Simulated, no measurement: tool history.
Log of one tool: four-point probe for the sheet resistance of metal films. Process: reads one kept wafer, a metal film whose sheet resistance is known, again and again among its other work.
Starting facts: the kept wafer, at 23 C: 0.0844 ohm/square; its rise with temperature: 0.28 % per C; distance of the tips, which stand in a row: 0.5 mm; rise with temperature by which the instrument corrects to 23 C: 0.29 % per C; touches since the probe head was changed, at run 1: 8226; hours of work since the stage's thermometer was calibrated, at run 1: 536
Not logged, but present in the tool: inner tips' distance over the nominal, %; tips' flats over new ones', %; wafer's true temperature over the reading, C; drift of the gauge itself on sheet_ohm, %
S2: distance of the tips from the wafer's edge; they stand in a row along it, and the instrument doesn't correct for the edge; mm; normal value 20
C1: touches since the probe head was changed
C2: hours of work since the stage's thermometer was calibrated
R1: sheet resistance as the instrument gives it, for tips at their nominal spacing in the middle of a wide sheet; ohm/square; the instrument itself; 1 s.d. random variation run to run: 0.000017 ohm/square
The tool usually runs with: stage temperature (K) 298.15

run 1 hour=0 | stage_temperature_(K)=298.15 S2=20 | C1=8226 C2=536 | R1=0.084024
run 2 hour=33.7 | stage_temperature_(K)=298.15 S2=20 | C1=8849 C2=558 | R1=0.084034
run 3 hour=52 | stage_temperature_(K)=298.15 S2=20 | C1=9188 C2=570 | R1=0.084007
run 4 hour=83.9 | stage_temperature_(K)=298.15 S2=20 | C1=9779 C2=591 | R1=0.084007
run 5 hour=107.9 | stage_temperature_(K)=298.15 S2=20 | C1=10223 C2=607 | R1=0.084018
run 6 hour=133.5 | stage_temperature_(K)=298.15 S2=20 | C1=10696 C2=624 | R1=0.08402
run 7 hour=154.3 | stage_temperature_(K)=298.15 S2=20 | C1=11081 C2=638 | R1=0.08404
run 8 hour=185.2 | stage_temperature_(K)=298.15 S2=20 | C1=11653 C2=658 | R1=0.084019
run 9 hour=202.2 | stage_temperature_(K)=300.15 S2=20 | C1=11967 C2=669 | R1=0.083993
run 10 hour=221.4 | stage_temperature_(K)=300.15 S2=20 | C1=12323 C2=682 | R1=0.084007
run 11 hour=250.1 | stage_temperature_(K)=298.15 S2=6 | C1=12853 C2=701 | R1=0.084293
run 12 hour=267.3 | stage_temperature_(K)=298.15 S2=6 | C1=13173 C2=712 | R1=0.0843
run 13 hour=298.9 | stage_temperature_(K)=298.15 S2=6 | C1=13757 C2=733 | R1=0.084289
run 14 hour=324.7 | stage_temperature_(K)=298.15 S2=6 | C1=14235 C2=750 | R1=0.084282
run 15 hour=352.7 | stage_temperature_(K)=298.15 S2=20 | C1=14752 C2=768 | R1=0.083971
run 16 hour=377.3 | stage_temperature_(K)=298.15 S2=20 | C1=15208 C2=784 | R1=0.08403
run 17 hour=394.5 | stage_temperature_(K)=298.15 S2=20 | C1=15526 C2=796 | R1=0.084009
run 18 hour=422.8 | stage_temperature_(K)=298.15 S2=39 | C1=16050 C2=814 | R1=0.084006
run 19 hour=451.1 | stage_temperature_(K)=298.15 S2=39 | C1=16574 C2=833 | R1=0.083967
run 20 hour=481.6 | stage_temperature_(K)=298.15 S2=39 | C1=17137 C2=853 | R1=0.083956
run 21 hour=501.7 | stage_temperature_(K)=298.15 S2=39 | C1=17509 C2=866 | R1=0.083975
-- hour=504.5 stage's thermometer calibrated
run 22 hour=532.7 | stage_temperature_(K)=295.15 S2=39 | C1=18074 C2=19 | R1=0.083985
run 23 hour=553.3 | stage_temperature_(K)=298.15 S2=20 | C1=18455 C2=32 | R1=0.083987
-- hour=584.7 stage's thermometer calibrated, once more
run 24 hour=588.3 | stage_temperature_(K)=304.15 S2=20 | C1=19094 C2=2 | R1=0.083905
run 25 hour=606.6 | stage_temperature_(K)=298.15 S2=18 | C1=19432 C2=14 | R1=0.083966
run 26 hour=636.9 | stage_temperature_(K)=298.15 S2=18 | C1=19992 C2=34 | R1=0.083982
run 27 hour=660.3 | stage_temperature_(K)=299.15 S2=32 | C1=20426 C2=50 | R1=0.083938
run 28 hour=678.7 | stage_temperature_(K)=299.15 S2=32 | C1=20766 C2=62 | R1=0.083926
run 29 hour=703.9 | stage_temperature_(K)=299.15 S2=32 | C1=21232 C2=78 | R1=0.083935
run 30 hour=720.6 | stage_temperature_(K)=296.15 S2=20 | C1=21542 C2=89 | R1=0.083978
run 31 hour=748.6 | stage_temperature_(K)=301.15 S2=61 | C1=22059 C2=108 | R1=0.083884
run 32 hour=774.4 | stage_temperature_(K)=301.15 S2=61 | C1=22538 C2=125 | R1=0.083899
run 33 hour=800.6 | stage_temperature_(K)=301.15 S2=61 | C1=23022 C2=142 | R1=0.083918
run 34 hour=829 | stage_temperature_(K)=301.15 S2=61 | C1=23547 C2=161 | R1=0.083895
run 35 hour=858.5 | stage_temperature_(K)=301.15 S2=61 | C1=24093 C2=180 | R1=0.083863
run 36 hour=882.8 | stage_temperature_(K)=301.15 S2=61 | C1=24543 C2=196 | R1=0.083869
run 37 hour=902.1 | stage_temperature_(K)=301.15 S2=19 | C1=24901 C2=209 | R1=0.083917
run 38 hour=917 | stage_temperature_(K)=299.15 S2=37 | C1=25176 C2=219 | R1=0.083911
run 39 hour=934.2 | stage_temperature_(K)=299.15 S2=37 | C1=25494 C2=230 | R1=0.083886
run 40 hour=949.6 | stage_temperature_(K)=307.15 S2=37 | C1=25779 C2=240 | R1=0.083832
run 41 hour=964.3 | stage_temperature_(K)=293.15 S2=37 | C1=26051 C2=250 | R1=0.083927
run 42 hour=979.9 | stage_temperature_(K)=296.15 S2=39 | C1=26339 C2=260 | R1=0.083942
run 43 hour=999.5 | stage_temperature_(K)=298.15 S2=47 | C1=26703 C2=273 | R1=0.083847
run 44 hour=1033.5 | stage_temperature_(K)=298.15 S2=47 | C1=27330 C2=295 | R1=0.083925
run 45 hour=1065.1 | stage_temperature_(K)=300.15 S2=18 | C1=27916 C2=316 | R1=0.08392

Across each entry between runs, compare the hidden state at the last listed run before it with the hidden state at the first listed run after it:
Logged between run 21 and run 22: stage's thermometer calibrated (hour 504.5)
  inner tips' distance over the nominal, %: -0.506 -> -0.511; tips' flats over new ones', %: 9 -> 10; wafer's true temperature over the reading, C: 0.16 -> 0.25
  measured less the result without the state, R1: -0.000425 -> -0.000407 ohm/square
Logged between run 23 and run 24: stage's thermometer calibrated, once more (hour 584.7)
  inner tips' distance over the nominal, %: -0.515 -> -0.52; wafer's true temperature over the reading, C: 0.26 -> 0.12
  measured less the result without the state, R1: -0.00041 -> -0.000447 ohm/square

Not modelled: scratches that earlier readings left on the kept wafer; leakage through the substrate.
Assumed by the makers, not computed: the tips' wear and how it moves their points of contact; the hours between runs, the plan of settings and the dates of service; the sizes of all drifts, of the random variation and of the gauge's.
